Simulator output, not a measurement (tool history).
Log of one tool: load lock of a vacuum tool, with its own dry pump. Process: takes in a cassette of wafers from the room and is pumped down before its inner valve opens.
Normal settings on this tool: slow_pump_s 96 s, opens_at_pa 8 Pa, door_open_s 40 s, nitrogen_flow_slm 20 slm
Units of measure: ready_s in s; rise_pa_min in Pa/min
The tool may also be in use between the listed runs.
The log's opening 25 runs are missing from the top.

run	hour	slow_pump_s	opens_at_pa	door_open_s	nitrogen_flow_slm	incoming humidity of the room's air, %	ready_s	rise_pa_min
26	10728.9	74	8	76	20	41.6	127	0.128
27	11210	180	13	76	20	43.7	211.6	0.141
28	11659.9	180	13	76	20	47.8	211.6	0.153
29	12102.9	180	13	76	20	44.5	212.8	0.161
30	12717.8	57	14	164	20	42.4	109.6	0.176
31	13144	95	7	79	10	43.6	145.6	0.188
32	13658.3	95	7	79	10	47	145.7	0.209
33	14154.5	95	7	79	10	48.9	146.3	0.218
# hour 14343.1: door's seal changed, seat wiped
34	14663.8	96	7	37	20	45.2	147.4	0.017
35	14936.5	50	8	40	20	48.1	108.3	0.014
36	15316.9	50	8	40	20	44.1	108.5	0.021
37	15701.4	93	8	40	6	46.7	144.7	0.037

Branching from run 37: 3 alternative next runs. What would each branch give?
A	15975.8	96	8	78	42	44.1	?	?
B	15975.8	93	8	40	20	46.4	?	?
C	15975.8	63	8	138	35	49.2	?	?

run	ready_s	rise_pa_min
A	147.5	0.024
B	144.4	0.031
C	118.4	0.028
With no hidden state in the tool, these same runs would have given:
run	ready_s	rise_pa_min
A	144.9	0.013
B	141.8	0.02
C	115.5	0.018
